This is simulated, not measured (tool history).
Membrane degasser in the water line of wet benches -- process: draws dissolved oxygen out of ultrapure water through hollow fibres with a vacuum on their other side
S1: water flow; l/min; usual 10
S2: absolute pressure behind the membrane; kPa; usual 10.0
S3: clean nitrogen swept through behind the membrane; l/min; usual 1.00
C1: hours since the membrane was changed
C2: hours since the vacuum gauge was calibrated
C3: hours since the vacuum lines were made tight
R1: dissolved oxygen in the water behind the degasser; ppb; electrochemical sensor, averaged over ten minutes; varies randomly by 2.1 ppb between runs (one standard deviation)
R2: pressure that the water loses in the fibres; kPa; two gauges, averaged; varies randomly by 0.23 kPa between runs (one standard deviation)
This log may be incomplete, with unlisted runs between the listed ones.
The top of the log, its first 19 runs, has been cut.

| run | hour | S1 | S2 | S3 | C1 | C2 | C3 | R1 | R2 |
|---|---|---|---|---|---|---|---|---|---|
| 20 | 732.4 | 8 | 8.2 | 1.00 | 812 | 7765 | 9844 | 133.4 | 46.66 |
| 21 | 759.2 | 8 | 8.2 | 1.00 | 839 | 7792 | 9871 | 133.4 | 47.31 |
| 22 | 811.0 | 16 | 8.2 | 0.48 | 891 | 7844 | 9922 | 521.6 | 94.49 |
| 23 | 834.7 | 12 | 13.6 | 0.40 | 914 | 7867 | 9946 | 728.7 | 70.57 |
| 24 | 872.7 | 9 | 7.1 | 0.40 | 952 | 7905 | 9984 | 248.7 | 53.40 |
| 25 | 923.2 | 10 | 19.7 | 1.00 | 1003 | 7956 | 10035 | 443.8 | 58.41 |
| 26 | 965.5 | 10 | 19.7 | 2.59 | 1045 | 7998 | 10077 | 210.5 | 58.79 |
| 27 | 990.0 | 11 | 12.5 | 2.78 | 1069 | 8023 | 10101 | 163.9 | 64.84 |
| 28 | 1036.2 | 10 | 14.2 | 0.58 | 1116 | 8069 | 10148 | 476.4 | 58.81 |
| 29 | 1072.9 | 10 | 14.2 | 0.58 | 1152 | 8105 | 10184 | 486.1 | 58.38 |
| 30 | 1102.7 | 13 | 14.1 | 0.96 | 1182 | 8135 | 10214 | 443.7 | 76.52 |
| 31 | 1144.8 | 13 | 14.1 | 0.96 | 1224 | 8177 | 10256 | 447.9 | 76.46 |
| 32 | 1184.6 | 13 | 14.1 | 0.96 | 1264 | 8217 | 10296 | 454.3 | 76.27 |

Forecast each of these 4 alternatives for the next run:
| A | 1236.1 | 10 | 20.6 | 1.00 | 1316 | 8269 | 10347 | ? | ? |
| B | 1236.1 | 13 | 10.0 | 1.68 | 1316 | 8269 | 10347 | ? | ? |
| C | 1236.1 | 10 | 14.0 | 1.00 | 1316 | 8269 | 10347 | ? | ? |
| D | 1236.1 | 9 | 7.4 | 2.04 | 1316 | 8269 | 10347 | ? | ? |

| run | R1 | R2 |
|---|---|---|
| A | 464.6 | 58.99 |
| B | 239.0 | 76.30 |
| C | 315.5 | 59.33 |
| D | 90.3 | 53.37 |
Had the tool no hidden state, the same runs would have come out as:
| run | R1 | R2 |
|---|---|---|
| A | 441.9 | 58.61 |
| B | 225.8 | 75.81 |
| C | 297.1 | 58.95 |
| D | 82.7 | 53.02 |

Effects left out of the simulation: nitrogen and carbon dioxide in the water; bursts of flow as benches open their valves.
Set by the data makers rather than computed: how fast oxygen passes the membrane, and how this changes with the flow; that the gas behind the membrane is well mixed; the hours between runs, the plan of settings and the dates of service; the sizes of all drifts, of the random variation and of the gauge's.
